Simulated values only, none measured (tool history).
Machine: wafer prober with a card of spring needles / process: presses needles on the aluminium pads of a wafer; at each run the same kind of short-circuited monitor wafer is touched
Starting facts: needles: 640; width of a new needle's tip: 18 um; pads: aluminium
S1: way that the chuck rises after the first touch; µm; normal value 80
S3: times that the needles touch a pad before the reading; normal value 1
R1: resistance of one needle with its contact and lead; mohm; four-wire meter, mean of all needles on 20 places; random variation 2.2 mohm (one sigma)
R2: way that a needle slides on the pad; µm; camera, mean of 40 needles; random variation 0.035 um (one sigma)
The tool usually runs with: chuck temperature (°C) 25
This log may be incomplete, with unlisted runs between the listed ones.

run 1 hour=0 | S1=80 chuck_temperature_(°C)=25 S3=1 | R1=281 R2=11.76
-- hour=11.3 tips cleaned on abrasive film
-- hour=25.4 tips cleaned on abrasive film
-- hour=38.2 tips cleaned on abrasive film
run 2 hour=38.2 | S1=80 chuck_temperature_(°C)=25 S3=1 | R1=257 R2=11.7
-- hour=49.5 tips cleaned on abrasive film
-- hour=60.8 tips cleaned on abrasive film
-- hour=74.9 tips cleaned on abrasive film
-- hour=89 tips cleaned on abrasive film
-- hour=103.1 tips cleaned on abrasive film
run 3 hour=103.2 | S1=80 chuck_temperature_(°C)=25 S3=3 | R1=253 R2=11.59
-- hour=114.5 tips cleaned on abrasive film
-- hour=125.8 tips cleaned on abrasive film
-- hour=139.6 tips cleaned on abrasive film
run 4 hour=139.6 | S1=80 chuck_temperature_(°C)=25 S3=3 | R1=254 R2=11.59
-- hour=153.7 tips cleaned on abrasive film
-- hour=167.7 tips cleaned on abrasive film
-- hour=181.7 tips cleaned on abrasive film
run 5 hour=190.7 | S1=80 chuck_temperature_(°C)=25 S3=2 | R1=298 R2=11.52
-- hour=193.6 tips cleaned on abrasive film
-- hour=207.6 tips cleaned on abrasive film
-- hour=213.5 height of the first contact set anew
-- hour=219.2 tips cleaned on abrasive film
-- hour=233.2 tips cleaned on abrasive film
run 6 hour=243.1 | S1=80 chuck_temperature_(°C)=25 S3=2 | R1=306 R2=11.82
-- hour=246 tips cleaned on abrasive film
-- hour=257.3 tips cleaned on abrasive film
-- hour=271.4 tips cleaned on abrasive film
run 7 hour=275 | S1=80 chuck_temperature_(°C)=25 S3=1 | R1=308 R2=11.7
-- hour=283.5 tips cleaned on abrasive film
-- hour=294.7 tips cleaned on abrasive film
-- hour=308.7 tips cleaned on abrasive film
-- hour=322.8 tips cleaned on abrasive film
-- hour=336.9 tips cleaned on abrasive film
-- hour=339.5 tips cleaned on abrasive film, once more
run 8 hour=339.5 | S1=80 chuck_temperature_(°C)=25 S3=1 | R1=253 R2=11.75
-- hour=350.8 tips cleaned on abrasive film
-- hour=364.8 tips cleaned on abrasive film
-- hour=378.9 tips cleaned on abrasive film
-- hour=390.2 tips cleaned on abrasive film
run 9 hour=401.3 | S1=80 chuck_temperature_(°C)=25 S3=1 | R1=356 R2=11.63
-- hour=404.2 tips cleaned on abrasive film
-- hour=418.2 tips cleaned on abrasive film
-- hour=429.5 tips cleaned on abrasive film
-- hour=443.5 tips cleaned on abrasive film
-- hour=457.6 tips cleaned on abrasive film
run 10 hour=466.6 | S1=80 chuck_temperature_(°C)=25 S3=1 | R1=350 R2=11.6
-- hour=469.5 tips cleaned on abrasive film
-- hour=480.8 tips cleaned on abrasive film
-- hour=493.8 tips cleaned on abrasive film
run 11 hour=493.8 | S1=80 chuck_temperature_(°C)=25 S3=1 | R1=257 R2=11.53
-- hour=499.7 height of the first contact set anew
-- hour=508.1 tips cleaned on abrasive film
-- hour=522.2 tips cleaned on abrasive film
-- hour=536.3 tips cleaned on abrasive film
run 12 hour=542.7 | S1=80 chuck_temperature_(°C)=25 S3=1 | R1=320 R2=11.71
-- hour=548.4 tips cleaned on abrasive film
-- hour=562.5 tips cleaned on abrasive film
-- hour=576.6 tips cleaned on abrasive film
run 13 hour=586.2 | S1=88 chuck_temperature_(°C)=25 S3=1 | R1=333 R2=12.93
-- hour=589.1 tips cleaned on abrasive film
-- hour=603.2 tips cleaned on abrasive film
-- hour=617.3 tips cleaned on abrasive film
-- hour=629.7 tips cleaned on abrasive film
run 14 hour=629.7 | S1=72 chuck_temperature_(°C)=25 S3=2 | R1=259 R2=10.53
-- hour=641 tips cleaned on abrasive film
-- hour=655.1 tips cleaned on abrasive film
-- hour=669.2 tips cleaned on abrasive film
run 15 hour=669.5 | S1=72 chuck_temperature_(°C)=25 S3=2 | R1=258 R2=10.51
-- hour=680.8 tips cleaned on abrasive film
-- hour=694.9 tips cleaned on abrasive film
run 16 hour=703.7 | S1=72 chuck_temperature_(°C)=25 S3=2 | R1=319 R2=10.56
-- hour=706.6 tips cleaned on abrasive film
-- hour=720.7 tips cleaned on abrasive film
-- hour=732 tips cleaned on abrasive film
-- hour=746.1 tips cleaned on abrasive film
-- hour=757.3 tips cleaned on abrasive film
-- hour=770.5 tips cleaned on abrasive film
run 17 hour=770.5 | S1=72 chuck_temperature_(°C)=25 S3=2 | R1=259 R2=10.43
-- hour=784.5 tips cleaned on abrasive film
-- hour=784.8 height of the first contact set anew
-- hour=798.9 tips cleaned on abrasive film
-- hour=810.2 tips cleaned on abrasive film
-- hour=824.3 tips cleaned on abrasive film
run 18 hour=830.5 | S1=79 chuck_temperature_(°C)=25 S3=2 | R1=303 R2=11.57
-- hour=836.2 tips cleaned on abrasive film
-- hour=850.3 tips cleaned on abrasive film
-- hour=864.4 tips cleaned on abrasive film
-- hour=878.4 tips cleaned on abrasive film
-- hour=892.5 tips cleaned on abrasive film
run 19 hour=892.5 | S1=95 chuck_temperature_(°C)=103 S3=1 | R1=278 R2=13.97
-- hour=906.6 tips cleaned on abrasive film
-- hour=917.9 tips cleaned on abrasive film
-- hour=932 tips cleaned on abrasive film
-- hour=943.3 tips cleaned on abrasive film
run 20 hour=954.4 | S1=95 chuck_temperature_(°C)=103 S3=1 | R1=343 R2=13.86
-- hour=957.3 tips cleaned on abrasive film
-- hour=968.6 tips cleaned on abrasive film
-- hour=982.6 tips cleaned on abrasive film
run 21 hour=991.7 | S1=67 chuck_temperature_(°C)=55 S3=2 | R1=351 R2=9.72
-- hour=994.6 tips cleaned on abrasive film
-- hour=1008.7 tips cleaned on abrasive film
-- hour=1022.7 tips cleaned on abrasive film
-- hour=1036.8 tips cleaned on abrasive film
-- hour=1050.9 tips cleaned on abrasive film
run 22 hour=1053.9 | S1=67 chuck_temperature_(°C)=55 S3=2 | R1=304 R2=9.71
-- hour=1062.4 tips cleaned on abrasive film
-- hour=1071.1 height of the first contact set anew
-- hour=1076.7 tips cleaned on abrasive film
run 23 hour=1081.4 | S1=67 chuck_temperature_(°C)=55 S3=2 | R1=319 R2=9.83
-- hour=1089.9 tips cleaned on abrasive film
-- hour=1101.2 tips cleaned on abrasive film
-- hour=1115.3 tips cleaned on abrasive film
-- hour=1126.6 tips cleaned on abrasive film
-- hour=1138.5 tips cleaned on abrasive film
run 24 hour=1138.5 | S1=69 chuck_temperature_(°C)=111 S3=2 | R1=282 R2=10.12
-- hour=1149.8 tips cleaned on abrasive film
-- hour=1163.9 tips cleaned on abrasive film
-- hour=1175.2 tips cleaned on abrasive film
run 25 hour=1184.4 | S1=63 chuck_temperature_(°C)=66 S3=3 | R1=322 R2=9.17

What would each run have given without the hidden state, its run-to-run variation left as it was?
Hidden state at play: debris on the tips, nm; way that the needles fall short of the set height, um; tips' diameter, um; drift of the gauge itself on contact_mohm, %; drift of the gauge itself on scrub_um, %.
run=1 R1=248 R2=11.82
run=2 R1=245 R2=11.79
run=3 R1=250 R2=11.75
run=4 R1=251 R2=11.77
run=5 R1=244 R2=11.73
run=6 R1=247 R2=11.84
run=7 R1=246 R2=11.74
run=8 R1=248 R2=11.86
run=9 R1=245 R2=11.78
run=10 R1=249 R2=11.8
run=11 R1=246 R2=11.76
run=12 R1=246 R2=11.74
run=13 R1=243 R2=12.99
run=14 R1=249 R2=10.63
run=15 R1=248 R2=10.64
run=16 R1=249 R2=10.71
run=17 R1=249 R2=10.63
run=18 R1=246 R2=11.6
run=19 R1=268 R2=14.06
run=20 R1=267 R2=13.98
run=21 R1=257 R2=9.87
run=22 R1=256 R2=9.9
run=23 R1=260 R2=9.84
run=24 R1=275 R2=10.18
run=25 R1=264 R2=9.26
